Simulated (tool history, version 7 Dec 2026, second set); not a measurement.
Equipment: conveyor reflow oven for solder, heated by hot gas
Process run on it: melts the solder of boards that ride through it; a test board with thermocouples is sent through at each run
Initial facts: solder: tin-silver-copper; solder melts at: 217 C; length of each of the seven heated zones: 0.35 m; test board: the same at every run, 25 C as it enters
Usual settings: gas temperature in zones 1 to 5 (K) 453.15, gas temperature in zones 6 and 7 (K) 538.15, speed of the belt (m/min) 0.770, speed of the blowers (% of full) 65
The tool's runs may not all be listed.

run	day	gas temperature in zones 1 to 5 (K)	gas temperature in zones 6 and 7 (K)	speed of the belt (m/min)	speed of the blowers (% of full)	highest temperature of the board (K)	time above the solder's melting point (s)
1	0.000	453.15	538.15	0.770	65	523.40	41.1
2	0.329	453.15	538.15	0.770	65	523.32	41.3
3	0.975	453.15	538.15	0.770	65	523.41	41.3
4	1.533	453.15	538.15	0.770	65	523.43	41.2
5	2.067	453.15	538.15	0.770	65	523.23	41.1
6	2.388	453.15	538.15	0.770	65	523.32	41.1
7	2.979	453.15	538.15	0.770	65	523.32	40.9
8	3.521	453.15	538.15	0.770	65	523.36	41.2
9	4.092	453.15	538.15	0.770	65	523.39	41.4
10	4.600	453.15	538.15	0.770	65	523.42	41.1
11	4.875	453.15	538.15	0.770	65	523.43	41.2
12	5.212	453.15	538.15	0.770	65	523.50	41.2
13	5.821	457.15	538.15	0.770	65	524.10	42.9
14	6.162	442.15	538.15	0.721	56	520.53	39.0
15	6.733	442.15	538.15	0.721	56	520.50	39.2
16	7.321	442.15	538.15	0.721	65	523.47	41.3
17	7.971	439.15	545.15	0.770	65	525.35	38.7
18	8.417	439.15	545.15	0.770	65	525.38	38.6
19	8.821	450.15	533.15	0.830	65	514.93	31.7
20	9.383	467.15	538.15	0.873	65	521.22	38.4
21	9.812	460.15	553.15	0.873	65	531.78	41.3
22	10.129	460.15	553.15	0.873	65	531.84	41.0

Withheld: 1 entry from between the runs. Position of each, and hidden state at the listed run before versus the listed run after:
Between runs 16 and 17: thermocouples of zones 6 and 7 changed (day 7.592)
  heat that the gas passes to the board, % of a clean oven's: 93.4 -> 93.3; belt's true speed, % of the reading: 99.52 -> 99.49; true gas temperature in zones 6 and 7 over the reading, C: 1.64 -> 0.12
  measured result minus the result with no hidden state, highest temperature of the board (K): +0.19 -> -1.38; time above the solder's melting point (s): +0.0 -> -0.8
